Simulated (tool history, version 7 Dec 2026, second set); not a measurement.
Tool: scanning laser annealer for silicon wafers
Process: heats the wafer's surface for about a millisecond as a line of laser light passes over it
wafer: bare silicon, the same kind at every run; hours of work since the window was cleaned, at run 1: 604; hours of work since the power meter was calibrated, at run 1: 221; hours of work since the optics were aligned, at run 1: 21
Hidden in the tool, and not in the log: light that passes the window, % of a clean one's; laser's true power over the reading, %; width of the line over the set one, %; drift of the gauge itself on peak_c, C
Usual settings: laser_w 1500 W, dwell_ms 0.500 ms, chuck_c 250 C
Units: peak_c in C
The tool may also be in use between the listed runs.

run,day,laser_w,dwell_ms,chuck_c,hours of work since the window was cleaned,hours of work since the power meter was calibrated,hours of work since the optics were aligned,peak_c
1,0.000,1500,0.500,250,604,221,21,947
2,0.838,1500,0.500,250,612,229,29,946
3,1.629,1500,0.500,250,620,237,37,941
4,2.642,1612,0.500,250,630,247,47,1013
5,3.721,1612,0.500,250,641,257,57,1013
6,5.038,1612,0.500,250,653,270,70,1011
7,6.204,1500,0.500,265,665,282,82,959
8,8.008,1500,0.500,265,683,299,99,953
9,9.821,1500,0.500,265,700,317,117,954
10,10.821,1500,0.500,250,710,327,127,937
11,12.217,1500,0.500,250,724,341,141,937
12,13.350,1500,0.500,250,735,352,152,937
13,14.438,1415,0.500,250,746,362,162,885
14,16.033,1415,0.500,250,761,378,178,881
# day 16.758: window over the wafer cleaned
15,17.450,1500,0.500,250,7,391,191,987
16,18.379,1500,0.500,250,16,400,200,984
17,19.492,1500,0.500,250,27,411,211,982
18,21.192,1500,0.501,250,43,428,228,983
19,22.354,1500,0.501,250,55,439,239,977
# day 22.679: optics aligned, line set to its width
20,23.542,1500,0.501,250,64,449,8,978
21,24.792,1500,0.410,250,77,461,21,902
22,25.567,1500,0.410,224,84,469,28,879
23,26.521,1500,0.452,280,94,478,38,969
# day 27.167: optics aligned, line set to its width, once more
24,28.429,1500,0.452,280,110,495,12,970
25,29.633,1543,0.564,286,122,506,24,1090
26,30.617,1543,0.564,286,132,516,34,1090
27,31.962,1330,0.415,229,145,529,47,792
28,32.696,1330,0.415,229,152,536,54,789
29,33.554,1325,0.584,229,161,545,63,900
30,34.596,1325,0.507,227,171,555,73,845
31,35.554,1394,0.500,227,180,565,82,883
32,36.438,1603,0.486,281,189,573,91,1059
33,37.654,1500,0.433,250,201,585,103,919
34,38.696,1500,0.433,250,211,595,113,919
35,40.138,1276,0.485,288,225,609,127,859
36,41.862,1500,0.500,246,242,626,144,961
37,43.667,1500,0.518,227,260,644,162,956
38,44.771,1497,0.500,283,271,655,173,998
39,45.533,1374,0.484,266,278,662,180,892
40,46.371,1500,0.394,261,286,671,188,890

Hidden state or all else? Some run-to-run changes of peak_c, split into what the settings, what came in and random variation would give without the hidden state, and what is left for the hidden state (with any gauge scatter that isn't in both results):
Run 3 -> 4: laser_w 1500 -> 1612. peak_c +72 C: hidden state -6, all else +78.
Run 14 -> 15: laser_w 1415 -> 1500, window over the wafer cleaned. peak_c +106 C: hidden state +46, all else +60.
Run 26 -> 27: laser_w 1543 -> 1330, dwell_ms 0.564 -> 0.415, chuck_c 286 -> 229. peak_c -298 C: hidden state +4, all else -302.
Run 31 -> 32: laser_w 1394 -> 1603, dwell_ms 0.500 -> 0.486, chuck_c 227 -> 281. peak_c +176 C: hidden state -4, all else +180.
Run 32 -> 33: laser_w 1603 -> 1500, dwell_ms 0.486 -> 0.433, chuck_c 281 -> 250. peak_c -140 C: hidden state +2, all else -142.
Run 35 -> 36: laser_w 1276 -> 1500, dwell_ms 0.485 -> 0.500, chuck_c 288 -> 246. peak_c +102 C: hidden state -6, all else +108.
